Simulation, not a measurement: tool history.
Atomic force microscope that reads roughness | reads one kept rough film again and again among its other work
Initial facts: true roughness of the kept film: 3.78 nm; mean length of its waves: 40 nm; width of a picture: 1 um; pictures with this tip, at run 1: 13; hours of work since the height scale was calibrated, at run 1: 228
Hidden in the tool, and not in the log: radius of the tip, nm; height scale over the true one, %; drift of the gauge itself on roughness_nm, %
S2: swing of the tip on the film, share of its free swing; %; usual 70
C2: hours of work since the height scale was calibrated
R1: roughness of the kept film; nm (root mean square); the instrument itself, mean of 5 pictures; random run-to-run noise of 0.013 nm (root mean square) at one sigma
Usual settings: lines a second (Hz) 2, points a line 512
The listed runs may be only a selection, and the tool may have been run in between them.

{"run": 1, "day": 0.0, "lines a second (Hz)": 2, "S2": 70, "points a line": 512, "pictures with this tip": 13, "C2": 228, "R1": 3.115}
{"run": 2, "day": 1.329, "lines a second (Hz)": 2, "S2": 84, "points a line": 512, "pictures with this tip": 64, "C2": 245, "R1": 2.723}
{"run": 3, "day": 2.233, "lines a second (Hz)": 2, "S2": 84, "points a line": 512, "pictures with this tip": 98, "C2": 257, "R1": 2.699}
{"run": 4, "day": 3.629, "lines a second (Hz)": 2, "S2": 84, "points a line": 512, "pictures with this tip": 152, "C2": 275, "R1": 2.637}
{"run": 5, "day": 5.067, "lines a second (Hz)": 2, "S2": 84, "points a line": 512, "pictures with this tip": 207, "C2": 293, "R1": 2.582}
{"day": 5.333, "done": "new tip fitted"}
{"run": 6, "day": 6.092, "lines a second (Hz)": 2, "S2": 84, "points a line": 512, "pictures with this tip": 29, "C2": 307, "R1": 2.745}
{"run": 7, "day": 7.062, "lines a second (Hz)": 2, "S2": 84, "points a line": 512, "pictures with this tip": 66, "C2": 319, "R1": 2.725}
{"run": 8, "day": 8.467, "lines a second (Hz)": 2, "S2": 70, "points a line": 512, "pictures with this tip": 120, "C2": 337, "R1": 2.992}
{"run": 9, "day": 9.833, "lines a second (Hz)": 2, "S2": 70, "points a line": 512, "pictures with this tip": 173, "C2": 355, "R1": 2.924}
{"day": 10.967, "done": "new tip fitted"}
{"run": 10, "day": 10.967, "lines a second (Hz)": 0.65, "S2": 70, "points a line": 512, "pictures with this tip": 0, "C2": 370, "R1": 3.372}
{"run": 11, "day": 11.633, "lines a second (Hz)": 0.65, "S2": 70, "points a line": 512, "pictures with this tip": 26, "C2": 378, "R1": 3.319}
{"run": 12, "day": 12.325, "lines a second (Hz)": 0.65, "S2": 70, "points a line": 512, "pictures with this tip": 52, "C2": 387, "R1": 3.321}
{"run": 13, "day": 13.692, "lines a second (Hz)": 0.65, "S2": 70, "points a line": 996, "pictures with this tip": 105, "C2": 405, "R1": 3.239}
{"run": 14, "day": 15.008, "lines a second (Hz)": 0.65, "S2": 70, "points a line": 996, "pictures with this tip": 155, "C2": 422, "R1": 3.189}
{"run": 15, "day": 15.954, "lines a second (Hz)": 2, "S2": 70, "points a line": 512, "pictures with this tip": 192, "C2": 435, "R1": 2.903}
{"day": 16.592, "done": "new tip fitted"}
{"run": 16, "day": 17.092, "lines a second (Hz)": 2, "S2": 70, "points a line": 512, "pictures with this tip": 20, "C2": 449, "R1": 3.101}
{"run": 17, "day": 18.012, "lines a second (Hz)": 2, "S2": 70, "points a line": 512, "pictures with this tip": 55, "C2": 461, "R1": 3.066}
{"run": 18, "day": 18.821, "lines a second (Hz)": 2, "S2": 83, "points a line": 512, "pictures with this tip": 86, "C2": 472, "R1": 2.722}
{"run": 19, "day": 19.788, "lines a second (Hz)": 2, "S2": 83, "points a line": 511, "pictures with this tip": 123, "C2": 484, "R1": 2.691}
{"run": 20, "day": 20.596, "lines a second (Hz)": 2, "S2": 83, "points a line": 511, "pictures with this tip": 154, "C2": 495, "R1": 2.645}
{"run": 21, "day": 21.325, "lines a second (Hz)": 3.71, "S2": 58, "points a line": 1017, "pictures with this tip": 182, "C2": 504, "R1": 2.97}
{"day": 22.238, "done": "new tip fitted"}
{"run": 22, "day": 22.262, "lines a second (Hz)": 3.26, "S2": 80, "points a line": 793, "pictures with this tip": 1, "C2": 516, "R1": 2.583}
{"run": 23, "day": 23.417, "lines a second (Hz)": 3.26, "S2": 80, "points a line": 793, "pictures with this tip": 46, "C2": 531, "R1": 2.551}
{"run": 24, "day": 24.512, "lines a second (Hz)": 1.96, "S2": 70, "points a line": 445, "pictures with this tip": 88, "C2": 545, "R1": 3.032}
{"run": 25, "day": 25.867, "lines a second (Hz)": 1.05, "S2": 82, "points a line": 378, "pictures with this tip": 140, "C2": 563, "R1": 2.953}
{"run": 26, "day": 26.746, "lines a second (Hz)": 0.8, "S2": 70, "points a line": 512, "pictures with this tip": 174, "C2": 574, "R1": 3.145}
{"day": 27.904, "done": "new tip fitted"}
{"run": 27, "day": 28.233, "lines a second (Hz)": 0.8, "S2": 83, "points a line": 536, "pictures with this tip": 13, "C2": 594, "R1": 3.147}
{"run": 28, "day": 28.879, "lines a second (Hz)": 0.94, "S2": 70, "points a line": 512, "pictures with this tip": 38, "C2": 602, "R1": 3.279}
{"run": 29, "day": 29.675, "lines a second (Hz)": 3.19, "S2": 89, "points a line": 347, "pictures with this tip": 68, "C2": 612, "R1": 2.198}
{"run": 30, "day": 30.454, "lines a second (Hz)": 1.64, "S2": 58, "points a line": 488, "pictures with this tip": 98, "C2": 622, "R1": 3.222}
{"run": 31, "day": 31.2, "lines a second (Hz)": 2.08, "S2": 58, "points a line": 463, "pictures with this tip": 127, "C2": 632, "R1": 3.156}
{"run": 32, "day": 32.604, "lines a second (Hz)": 0.56, "S2": 87, "points a line": 452, "pictures with this tip": 181, "C2": 650, "R1": 3.054}
{"day": 33.621, "done": "new tip fitted"}
{"run": 33, "day": 33.929, "lines a second (Hz)": 2.36, "S2": 70, "points a line": 603, "pictures with this tip": 12, "C2": 667, "R1": 3.031}
{"run": 34, "day": 34.688, "lines a second (Hz)": 2.36, "S2": 70, "points a line": 470, "pictures with this tip": 41, "C2": 677, "R1": 3.019}
{"run": 35, "day": 35.438, "lines a second (Hz)": 2.36, "S2": 70, "points a line": 470, "pictures with this tip": 70, "C2": 687, "R1": 2.959}
{"run": 36, "day": 36.212, "lines a second (Hz)": 2.36, "S2": 70, "points a line": 470, "pictures with this tip": 100, "C2": 697, "R1": 2.95}
{"run": 37, "day": 37.696, "lines a second (Hz)": 1.76, "S2": 70, "points a line": 727, "pictures with this tip": 156, "C2": 716, "R1": 2.973}
{"run": 38, "day": 38.533, "lines a second (Hz)": 1.75, "S2": 56, "points a line": 373, "pictures with this tip": 189, "C2": 727, "R1": 3.134}

Forecast each of these 3 alternatives for the next run:
{"day": 39.283, "done": "new tip fitted"}
{"run": "A", "day": 39.308, "lines a second (Hz)": 0.73, "S2": 60, "points a line": 632, "pictures with this tip": 1, "C2": 737, "R1": "?"}
{"day": 39.283, "done": "new tip fitted"}
{"run": "B", "day": 39.308, "lines a second (Hz)": 0.7, "S2": 56, "points a line": 475, "pictures with this tip": 1, "C2": 737, "R1": "?"}
{"day": 39.283, "done": "new tip fitted"}
{"run": "C", "day": 39.308, "lines a second (Hz)": 0.94, "S2": 83, "points a line": 373, "pictures with this tip": 1, "C2": 737, "R1": "?"}

run=A R1=3.459
run=B R1=3.469
run=C R1=3.135
Stripped of hidden state, with their random variation kept, the same runs would have yielded:
run=A R1=3.475
run=B R1=3.485
run=C R1=3.15

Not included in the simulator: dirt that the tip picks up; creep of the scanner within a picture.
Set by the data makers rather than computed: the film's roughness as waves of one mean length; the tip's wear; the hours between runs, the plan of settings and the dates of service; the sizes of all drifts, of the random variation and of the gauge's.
